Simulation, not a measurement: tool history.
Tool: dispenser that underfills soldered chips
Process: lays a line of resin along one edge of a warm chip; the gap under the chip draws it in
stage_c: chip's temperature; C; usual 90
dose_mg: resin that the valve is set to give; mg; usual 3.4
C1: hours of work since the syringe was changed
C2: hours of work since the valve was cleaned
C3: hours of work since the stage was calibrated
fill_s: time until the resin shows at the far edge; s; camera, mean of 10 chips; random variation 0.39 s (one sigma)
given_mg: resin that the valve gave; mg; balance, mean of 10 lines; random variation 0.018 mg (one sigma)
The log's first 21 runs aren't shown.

At hour 138.3: new syringe of resin.
Run 22, hour 143: usual settings but stage_c 91 C, dose_mg 3.05 mg; C1 4; C2 48; C3 252. Result: fill_s 30.7 s, given_mg 2.98 mg.
Run 23, hour 148.2: usual settings but dose_mg 4.03 mg; C1 8; C2 52; C3 256. Result: fill_s 36.9 s, given_mg 3.9 mg.
At hour 154.3: new syringe of resin.
Run 24, hour 154.5: usual settings but dose_mg 4.03 mg; C1 0; C2 57; C3 260. Result: fill_s 27 s, given_mg 3.89 mg.
At hour 160.9: dispensing valve cleaned and set on the balance.
Run 25, hour 164.3: usual settings but dose_mg 4.03 mg; C1 7; C2 3; C3 267. Result: fill_s 34.8 s, given_mg 4.01 mg.
At hour 171.8: new syringe of resin.
Run 26, hour 172: usual settings but stage_c 83 C, dose_mg 3.58 mg; C1 0; C2 8; C3 273. Result: fill_s 34.3 s, given_mg 3.57 mg.
Run 27, hour 180.3: usual settings but stage_c 76 C, dose_mg 2.94 mg; C1 6; C2 15; C3 279. Result: fill_s 60.6 s, given_mg 2.94 mg.
Run 28, hour 185.2: usual settings but stage_c 76 C, dose_mg 2.94 mg; C1 10; C2 18; C3 283. Result: fill_s 71.7 s, given_mg 2.96 mg.
At hour 188.1: new syringe of resin.
Run 29, hour 193.5: usual settings but stage_c 76 C, dose_mg 2.94 mg; C1 4; C2 24; C3 289. Result: fill_s 56 s, given_mg 2.91 mg.
Run 30, hour 201.7: usual settings but stage_c 94 C, dose_mg 3.09 mg; C1 10; C2 31; C3 295. Result: fill_s 36 s, given_mg 3.06 mg.
At hour 204.2: new syringe of resin.
Run 31, hour 206.9: usual settings but stage_c 85 C, dose_mg 3.64 mg; C1 2; C2 34; C3 299. Result: fill_s 35.1 s, given_mg 3.58 mg.
Run 32, hour 215.8: usual settings but stage_c 104 C, dose_mg 3.53 mg; C1 9; C2 41; C3 305. Result: fill_s 22.5 s, given_mg 3.4 mg.
At hour 220.3: new syringe of resin.
Run 33, hour 221.1: usual settings but dose_mg 3.04 mg; C1 1; C2 45; C3 309. Result: fill_s 27.6 s, given_mg 2.97 mg.
Run 34, hour 227.3: usual settings but stage_c 87 C, dose_mg 4.11 mg; C1 5; C2 50; C3 314. Result: fill_s 37.2 s, given_mg 4 mg.
Run 35, hour 231.1: usual settings but stage_c 97 C, dose_mg 3.8 mg; C1 8; C2 53; C3 317. Result: fill_s 28.6 s, given_mg 3.71 mg.
At hour 236.1: new syringe of resin.
Run 36, hour 237.9: usual settings but stage_c 81 C, dose_mg 2.95 mg; C1 1; C2 58; C3 322. Result: fill_s 39.9 s, given_mg 2.84 mg.

4 ways to go on from here, each from the tool as it stands after run 36. What would each give?
Run A, hour 241.8: usual settings but stage_c 99 C, dose_mg 3.31 mg; C1 4; C2 61; C3 325. Result: fill_s ?, given_mg ?.
Run B, hour 241.8: usual settings but stage_c 77 C, dose_mg 2.95 mg; C1 4; C2 61; C3 325. Result: fill_s ?, given_mg ?.
Run C, hour 241.8: usual settings but stage_c 87 C, dose_mg 3.16 mg; C1 4; C2 61; C3 325. Result: fill_s ?, given_mg ?.
Run D, hour 241.8: usual settings but dose_mg 4.38 mg; C1 4; C2 61; C3 325. Result: fill_s ?, given_mg ?.

run  fill_s  given_mg
  A    22.8      3.19
  B    54.5      2.86
  C    35.9      3.04
  D    31.3      4.22
Without the tool's hidden state the same runs would have given:
run  fill_s  given_mg
  A    17.7      3.31
  B    41.9      2.97
  C    27.8      3.16
  D    24.4      4.38
